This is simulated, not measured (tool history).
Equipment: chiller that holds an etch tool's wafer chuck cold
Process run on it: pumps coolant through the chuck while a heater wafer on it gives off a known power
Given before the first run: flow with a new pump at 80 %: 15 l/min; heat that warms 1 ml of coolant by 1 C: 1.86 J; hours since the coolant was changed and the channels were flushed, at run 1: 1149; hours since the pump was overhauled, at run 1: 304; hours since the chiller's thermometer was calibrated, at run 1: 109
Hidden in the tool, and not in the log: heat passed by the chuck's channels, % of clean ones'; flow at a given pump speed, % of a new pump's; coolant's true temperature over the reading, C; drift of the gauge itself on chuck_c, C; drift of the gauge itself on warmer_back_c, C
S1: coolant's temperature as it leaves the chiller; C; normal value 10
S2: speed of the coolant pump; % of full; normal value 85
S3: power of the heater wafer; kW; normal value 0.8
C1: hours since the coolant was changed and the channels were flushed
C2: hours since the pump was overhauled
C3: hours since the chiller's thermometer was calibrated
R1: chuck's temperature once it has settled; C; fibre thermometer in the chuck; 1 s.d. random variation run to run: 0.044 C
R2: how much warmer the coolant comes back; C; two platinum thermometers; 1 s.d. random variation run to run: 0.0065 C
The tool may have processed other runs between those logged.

Run 1, hour 0: usual settings; C1 1149; C2 304; C3 109. Result: R1 17.05 C, R2 1.619 C.
Run 2, hour 30.3: usual settings; C1 1180; C2 334; C3 140. Result: R1 16.95 C, R2 1.63 C.
Run 3, hour 63.9: usual settings but S1 3 C; C1 1213; C2 368; C3 173. Result: R1 10.09 C, R2 1.621 C.
Run 4, hour 98.8: usual settings but S1 3 C; C1 1248; C2 403; C3 208. Result: R1 10.13 C, R2 1.625 C.
Run 5, hour 131.4: usual settings but S1 9 C; C1 1281; C2 435; C3 241. Result: R1 16.1 C, R2 1.622 C.
Run 6, hour 156.4: usual settings; C1 1306; C2 460; C3 266. Result: R1 17.12 C, R2 1.632 C.
Run 7, hour 188.8: usual settings; C1 1338; C2 493; C3 298. Result: R1 17.03 C, R2 1.62 C.
Run 8, hour 212.6: usual settings but S1 18 C, S2 82 % of full, S3 0.483 kW; C1 1362; C2 516; C3 322. Result: R1 22.48 C, R2 1.026 C.
Run 9, hour 240.8: usual settings but S1 19 C, S2 93 % of full; C1 1390; C2 545; C3 350. Result: R1 25.68 C, R2 1.491 C.
Run 10, hour 259.8: usual settings but S1 19 C, S2 74 % of full; C1 1409; C2 564; C3 369. Result: R1 26.85 C, R2 1.863 C.
Run 11, hour 291: usual settings but S2 74 % of full, S3 0.832 kW; C1 1440; C2 595; C3 400. Result: R1 18.1 C, R2 1.934 C.
Run 12, hour 316.2: usual settings but S2 74 % of full, S3 0.832 kW; C1 1465; C2 620; C3 426. Result: R1 18.15 C, R2 1.928 C.
Run 13, hour 346.4: usual settings but S2 74 % of full, S3 0.832 kW; C1 1496; C2 650; C3 456. Result: R1 18.19 C, R2 1.926 C.

3 ways to go on from here, each from the tool as it stands after run 13. What would each give?
Run A, hour 378.7: usual settings but S1 16 C, S2 74 % of full, S3 0.543 kW; C1 1528; C2 683; C3 488. Result: R1 ?, R2 ?.
Run B, hour 378.7: usual settings but S3 1.101 kW; C1 1528; C2 683; C3 488. Result: R1 ?, R2 ?.
Run C, hour 378.7: usual settings but S2 96 % of full, S3 0.959 kW; C1 1528; C2 683; C3 488. Result: R1 ?, R2 ?.

run     R1     R2
  A  21.44  1.259
  B   19.7   2.23
  C   17.9  1.725
The same runs, with their run-to-run variation unchanged, on a tool lacking any hidden condition would have given:
run     R1     R2
  A   21.3  1.259
  B  19.56  2.229
  C  17.76  1.725
